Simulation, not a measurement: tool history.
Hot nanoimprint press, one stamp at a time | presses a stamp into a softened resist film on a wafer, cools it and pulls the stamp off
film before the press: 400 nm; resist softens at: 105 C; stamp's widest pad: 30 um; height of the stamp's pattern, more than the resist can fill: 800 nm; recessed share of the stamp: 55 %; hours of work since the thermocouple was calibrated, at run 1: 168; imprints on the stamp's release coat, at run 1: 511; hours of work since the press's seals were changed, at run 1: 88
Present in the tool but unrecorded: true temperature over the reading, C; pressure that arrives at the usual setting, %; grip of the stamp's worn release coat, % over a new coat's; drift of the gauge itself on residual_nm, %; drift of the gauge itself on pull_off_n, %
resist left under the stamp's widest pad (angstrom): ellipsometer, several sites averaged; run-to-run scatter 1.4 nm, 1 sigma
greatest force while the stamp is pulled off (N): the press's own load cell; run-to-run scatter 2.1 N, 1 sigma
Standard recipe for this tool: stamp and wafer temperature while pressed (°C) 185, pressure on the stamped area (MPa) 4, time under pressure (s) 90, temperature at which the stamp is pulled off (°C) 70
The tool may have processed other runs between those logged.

run,hour,stamp and wafer temperature while pressed (°C),pressure on the stamped area (MPa),time under pressure (s),temperature at which the stamp is pulled off (°C),hours of work since the thermocouple was calibrated,imprints on the stamp's release coat,hours of work since the press's seals were changed,resist left under the stamp's widest pad (angstrom),greatest force while the stamp is pulled off (N)
1,0,185,4,90,70,168,511,88,2173,109
2,15.2,185,4,90,70,176,555,95,2170,108
3,29.8,185,4,90,70,183,597,102,2181,108
4,38.1,185,4,90,70,187,620,107,2166,112
5,53.7,185,4,90,64,195,665,114,2148,112
6,69.7,185,4,90,64,203,711,122,2190,116
7,79.5,185,4,90,70,207,739,127,2214,112
8,91.4,185,4,90,70,213,773,133,2212,109
9,99.4,185,4,90,70,217,796,137,2209,114
10,113.6,185,4,90,70,224,836,144,2211,109
11,125.3,185,4,90,70,230,870,149,2184,112
12,141.6,185,4,90,70,238,916,157,2188,111
13,154.4,185,3.21,69,70,244,953,164,2590,112
14,170.3,188,3.39,162,73,252,999,171,1716,113
15,186.4,175,2.63,167,59,260,1045,179,2963,127
16,197.5,175,2.63,167,59,265,1076,185,2928,124
17,209.5,185,5.01,90,70,271,1111,191,1999,116
18,217.7,176,4,178,56,275,1134,195,2460,130
19,230.7,176,4,178,56,282,1171,201,2494,130
20,246.4,185,2.57,90,70,289,1216,209,2603,112
21,255.9,185,2.57,90,70,294,1243,214,2573,118
22,265.9,185,4,90,69,299,1272,218,2207,116
23,281.1,196,2.77,119,60,306,1316,226,1575,125
24,292.6,196,2.77,119,60,312,1348,232,1575,126

5 options for the next run, each taken on its own from the tool as it stands now. Forecast them:
A,302.7,196,4.57,53,60,317,1377,236,?,?
B,302.7,185,4,132,70,317,1377,236,?,?
C,302.7,196,4.15,67,70,317,1377,236,?,?
D,302.7,177,4,67,70,317,1377,236,?,?
E,302.7,196,2.77,119,72,317,1377,236,?,?

run,resist left under the stamp's widest pad (angstrom),greatest force while the stamp is pulled off (N)
A,1683,129
B,1948,115
C,1607,117
D,3079,115
E,1582,115
Had the tool no hidden state, the same runs would have come out as:
run,resist left under the stamp's widest pad (angstrom),greatest force while the stamp is pulled off (N)
A,1647,116
B,1908,104
C,1574,106
D,3039,104
E,1553,104
